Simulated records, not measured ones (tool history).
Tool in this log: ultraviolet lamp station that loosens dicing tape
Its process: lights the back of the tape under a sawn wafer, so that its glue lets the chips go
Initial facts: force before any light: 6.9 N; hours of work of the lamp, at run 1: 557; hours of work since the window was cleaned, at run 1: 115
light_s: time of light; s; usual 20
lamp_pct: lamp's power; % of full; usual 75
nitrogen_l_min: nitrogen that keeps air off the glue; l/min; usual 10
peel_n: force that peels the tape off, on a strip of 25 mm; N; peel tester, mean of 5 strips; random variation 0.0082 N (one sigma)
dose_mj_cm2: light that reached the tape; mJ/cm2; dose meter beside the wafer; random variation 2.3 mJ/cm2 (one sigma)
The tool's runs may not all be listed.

| run | hour | light_s | lamp_pct | nitrogen_l_min | hours of work of the lamp | hours of work since the window was cleaned | peel_n | dose_mj_cm2 |
|---|---|---|---|---|---|---|---|---|
| 1 | 0.0 | 20 | 75 | 10 | 557 | 115 | 0.327 | 225 |
| 2 | 32.0 | 20 | 75 | 10 | 576 | 134 | 0.330 | 225 |
| 3 | 51.2 | 21 | 75 | 10 | 587 | 146 | 0.326 | 230 |
| 4 | 85.1 | 21 | 75 | 10 | 607 | 165 | 0.301 | 234 |
| 5 | 100.9 | 21 | 75 | 10 | 617 | 175 | 0.304 | 236 |
| 6 | 128.7 | 21 | 75 | 10 | 633 | 191 | 0.313 | 230 |
| 7 | 157.7 | 11 | 75 | 10 | 650 | 208 | 0.939 | 121 |
| 8 | 189.2 | 11 | 75 | 10 | 668 | 227 | 0.982 | 122 |
| 9 | 211.1 | 11 | 75 | 10 | 681 | 240 | 0.921 | 124 |
| 10 | 225.8 | 11 | 75 | 10 | 690 | 248 | 0.934 | 120 |
| 11 | 261.1 | 11 | 66 | 12 | 711 | 269 | 1.082 | 108 |
| 12 | 277.1 | 14 | 61 | 18 | 720 | 278 | 0.696 | 129 |
| 13 | 307.2 | 34 | 96 | 12 | 738 | 296 | 0.193 | 478 |
| 14 | 330.7 | 11 | 75 | 4 | 752 | 310 | 1.517 | 120 |
|  | 341.6 | lamp changed |
| 15 | 367.9 | 30 | 68 | 10 | 15 | 331 | 0.227 | 305 |
| 16 | 393.6 | 15 | 68 | 4 | 31 | 346 | 1.092 | 152 |
| 17 | 424.2 | 18 | 60 | 10 | 49 | 364 | 0.577 | 155 |
| 18 | 455.5 | 22 | 75 | 5 | 67 | 382 | 0.387 | 244 |
|  | 463.5 | window cleaned of glue's vapour |
| 19 | 481.3 | 22 | 75 | 5 | 82 | 10 | 0.392 | 244 |
| 20 | 509.5 | 22 | 75 | 5 | 98 | 27 | 0.403 | 246 |

What if the next run were any one of these 4? Each begins from the tool's condition after run 20:
| A | 524.0 | 34 | 75 | 10 | 107 | 36 | ? | ? |
| B | 524.0 | 22 | 64 | 7 | 107 | 36 | ? | ? |
| C | 524.0 | 13 | 88 | 7 | 107 | 36 | ? | ? |
| D | 524.0 | 13 | 80 | 4 | 107 | 36 | ? | ? |

| run | peel_n | dose_mj_cm2 |
|---|---|---|
| A | 0.207 | 371 |
| B | 0.428 | 206 |
| C | 0.640 | 175 |
| D | 1.066 | 155 |
The same runs, with their run-to-run variation unchanged, on a tool lacking any hidden condition would have given:
| run | peel_n | dose_mj_cm2 |
|---|---|---|
| A | 0.207 | 371 |
| B | 0.428 | 206 |
| C | 0.640 | 175 |
| D | 1.066 | 155 |
